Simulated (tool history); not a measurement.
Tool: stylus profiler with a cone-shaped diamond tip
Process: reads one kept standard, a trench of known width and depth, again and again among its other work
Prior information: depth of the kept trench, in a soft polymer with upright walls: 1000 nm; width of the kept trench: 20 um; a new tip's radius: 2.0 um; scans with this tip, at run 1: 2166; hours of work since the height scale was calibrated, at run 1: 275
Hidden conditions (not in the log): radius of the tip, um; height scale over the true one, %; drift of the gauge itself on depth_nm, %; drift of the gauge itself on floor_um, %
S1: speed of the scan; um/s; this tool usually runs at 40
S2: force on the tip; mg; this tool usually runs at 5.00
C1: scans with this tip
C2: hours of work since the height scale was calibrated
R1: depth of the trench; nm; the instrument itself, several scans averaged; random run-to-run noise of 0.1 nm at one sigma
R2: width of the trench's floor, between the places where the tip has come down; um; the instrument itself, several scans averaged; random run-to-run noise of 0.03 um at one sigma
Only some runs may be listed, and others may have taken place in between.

Run 1, hour 0.0: usual settings; C1 2166; C2 275. Result: R1 1021.45 nm, R2 15.39 um.
Run 2, hour 98.6: usual settings but S1 78 um/s; C1 2515; C2 319. Result: R1 1021.49 nm, R2 15.17 um.
Run 3, hour 219.3: usual settings; C1 2942; C2 373. Result: R1 1021.41 nm, R2 15.13 um.
Run 4, hour 306.0: usual settings; C1 3249; C2 412. Result: R1 1021.32 nm, R2 15.03 um.
Run 5, hour 404.9: usual settings; C1 3599; C2 457. Result: R1 1021.37 nm, R2 14.86 um.
Run 6, hour 495.1: usual settings but S1 18 um/s; C1 3918; C2 497. Result: R1 1021.33 nm, R2 14.85 um.
Run 7, hour 618.2: usual settings but S1 19 um/s; C1 4353; C2 553. Result: R1 1021.06 nm, R2 14.75 um.
Run 8, hour 704.9: usual settings; C1 4660; C2 592. Result: R1 1021.23 nm, R2 14.56 um.
Run 9, hour 807.0: usual settings; C1 5022; C2 637. Result: R1 1021.04 nm, R2 14.47 um.
Run 10, hour 881.4: usual settings; C1 5285; C2 671. Result: R1 1020.85 nm, R2 14.35 um.
Run 11, hour 934.9: usual settings; C1 5474; C2 695. Result: R1 1021.03 nm, R2 14.31 um.
Run 12, hour 1006.8: usual settings but S1 89 um/s; C1 5729; C2 727. Result: R1 1020.96 nm, R2 14.07 um.
Run 13, hour 1083.5: usual settings but S1 89 um/s; C1 6000; C2 762. Result: R1 1020.87 nm, R2 13.97 um.
At hour 1090.9: height scale calibrated on a step standard.
Run 14, hour 1184.9: usual settings but S1 89 um/s; C1 6357; C2 42. Result: R1 1020.60 nm, R2 13.83 um.
Run 15, hour 1241.2: usual settings but S1 37 um/s; C1 6556; C2 68. Result: R1 1020.56 nm, R2 14.01 um.
Run 16, hour 1312.7: usual settings but S1 76 um/s; C1 6809; C2 100. Result: R1 1020.47 nm, R2 13.81 um.
Run 17, hour 1432.3: usual settings; C1 7233; C2 153. Result: R1 1020.35 nm, R2 13.84 um.
Run 18, hour 1517.7: usual settings; C1 7535; C2 192. Result: R1 1020.49 nm, R2 13.79 um.
At hour 1541.2: height scale calibrated on a step standard, once more.
Run 19, hour 1636.6: usual settings; C1 7954; C2 43. Result: R1 1021.17 nm, R2 13.65 um.
Run 20, hour 1743.1: usual settings but S2 5.52 mg; C1 8331; C2 91. Result: R1 1022.69 nm, R2 13.53 um.
Run 21, hour 1840.6: usual settings but S1 17 um/s; C1 8676; C2 135. Result: R1 1021.23 nm, R2 13.42 um.
Run 22, hour 1945.5: usual settings; C1 9047; C2 182. Result: R1 1021.02 nm, R2 13.35 um.
Run 23, hour 2065.0: usual settings but S1 14 um/s; C1 9470; C2 235. Result: R1 1020.88 nm, R2 13.35 um.
Run 24, hour 2192.2: usual settings but S1 14 um/s; C1 9920; C2 292. Result: R1 1021.02 nm, R2 13.23 um.
Run 25, hour 2280.7: usual settings but S1 71 um/s, S2 9.63 mg; C1 10233; C2 332. Result: R1 1033.01 nm, R2 13.00 um.
At hour 2323.9: new tip fitted, height scale calibrated.
Run 26, hour 2382.6: usual settings but S1 71 um/s, S2 2.03 mg; C1 208; C2 26. Result: R1 1012.26 nm, R2 16.05 um.
Run 27, hour 2490.3: usual settings but S1 71 um/s, S2 2.03 mg; C1 589; C2 75. Result: R1 1012.11 nm, R2 15.86 um.
Run 28, hour 2580.8: usual settings but S1 37 um/s, S2 1.70 mg; C1 909; C2 115. Result: R1 1010.45 nm, R2 15.92 um.
Run 29, hour 2705.6: usual settings but S2 1.78 mg; C1 1351; C2 171. Result: R1 1010.81 nm, R2 15.71 um.
Run 30, hour 2818.6: usual settings but S1 145 um/s, S2 5.88 mg; C1 1751; C2 222. Result: R1 1024.11 nm, R2 15.32 um.
Run 31, hour 2919.1: usual settings but S2 5.81 mg; C1 2107; C2 267. Result: R1 1023.91 nm, R2 15.48 um.
Run 32, hour 3012.9: usual settings but S1 17 um/s, S2 5.97 mg; C1 2439; C2 310. Result: R1 1024.32 nm, R2 15.42 um.
Run 33, hour 3127.5: usual settings but S1 17 um/s, S2 5.97 mg; C1 2844; C2 361. Result: R1 1024.14 nm, R2 15.27 um.
Run 34, hour 3228.3: usual settings but S1 17 um/s, S2 5.97 mg; C1 3201; C2 406. Result: R1 1024.25 nm, R2 15.07 um.
Run 35, hour 3327.5: usual settings but S1 17 um/s, S2 5.97 mg; C1 3552; C2 451. Result: R1 1024.05 nm, R2 15.08 um.
Run 36, hour 3422.2: usual settings but S1 143 um/s, S2 2.11 mg; C1 3887; C2 493. Result: R1 1011.62 nm, R2 14.27 um.
Run 37, hour 3516.3: usual settings but S1 118 um/s, S2 1.97 mg; C1 4220; C2 536. Result: R1 1011.27 nm, R2 14.25 um.
Run 38, hour 3608.0: usual settings but S1 118 um/s, S2 1.97 mg; C1 4545; C2 577. Result: R1 1011.07 nm, R2 14.16 um.
Run 39, hour 3682.3: usual settings but S1 10 um/s, S2 13.96 mg; C1 4808; C2 610. Result: R1 1042.76 nm, R2 14.70 um.
Run 40, hour 3747.2: usual settings but S1 48 um/s, S2 6.15 mg; C1 5037; C2 639. Result: R1 1024.29 nm, R2 14.49 um.
Run 41, hour 3871.5: usual settings but S1 48 um/s, S2 6.15 mg; C1 5477; C2 695. Result: R1 1024.29 nm, R2 14.42 um.
Run 42, hour 3979.6: usual settings but S1 111 um/s, S2 4.03 mg; C1 5860; C2 744. Result: R1 1017.77 nm, R2 14.05 um.
Run 43, hour 4063.7: usual settings but S1 111 um/s, S2 4.03 mg; C1 6158; C2 782. Result: R1 1018.25 nm, R2 13.89 um.
Run 44, hour 4148.9: usual settings but S1 102 um/s, S2 10.46 mg; C1 6459; C2 820. Result: R1 1034.86 nm, R2 14.00 um.
Run 45, hour 4232.5: usual settings but S1 148 um/s, S2 3.86 mg; C1 6755; C2 857. Result: R1 1017.38 nm, R2 13.55 um.

Measured minus without-hidden-state, run by run (identical run-to-run variation in each term; gauge scatter may differ):
run     R1     R2
  1  -0.23  -1.00
  2  -0.29  -1.13
  3  -0.37  -1.28
  4  -0.41  -1.38
  5  -0.47  -1.50
  6  -0.53  -1.60
  7  -0.61  -1.74
  8  -0.68  -1.83
  9  -0.74  -1.96
 10  -0.79  -2.04
 11  -0.82  -2.09
 12  -0.87  -2.17
 13  -0.91  -2.25
 14  -1.21  -2.35
 15  -1.25  -2.40
 16  -1.29  -2.47
 17  -1.36  -2.58
 18  -1.41  -2.67
 19  -0.44  -2.78
 20  -0.52  -2.88
 21  -0.57  -2.97
 22  -0.63  -3.07
 23  -0.71  -3.18
 24  -0.79  -3.29
 25  -0.85  -3.37
 26  +0.16  -0.15
 27  +0.10  -0.32
 28  +0.05  -0.47
 29  -0.03  -0.64
 30  -0.10  -0.80
 31  -0.16  -0.94
 32  -0.21  -1.06
 33  -0.29  -1.20
 34  -0.35  -1.33
 35  -0.41  -1.45
 36  -0.46  -1.56
 37  -0.52  -1.66
 38  -0.57  -1.76
 39  -0.64  -1.83
 40  -0.67  -1.90
 41  -0.75  -2.02
 42  -0.81  -2.13
 43  -0.86  -2.22
 44  -0.92  -2.32
 45  -0.96  -2.39

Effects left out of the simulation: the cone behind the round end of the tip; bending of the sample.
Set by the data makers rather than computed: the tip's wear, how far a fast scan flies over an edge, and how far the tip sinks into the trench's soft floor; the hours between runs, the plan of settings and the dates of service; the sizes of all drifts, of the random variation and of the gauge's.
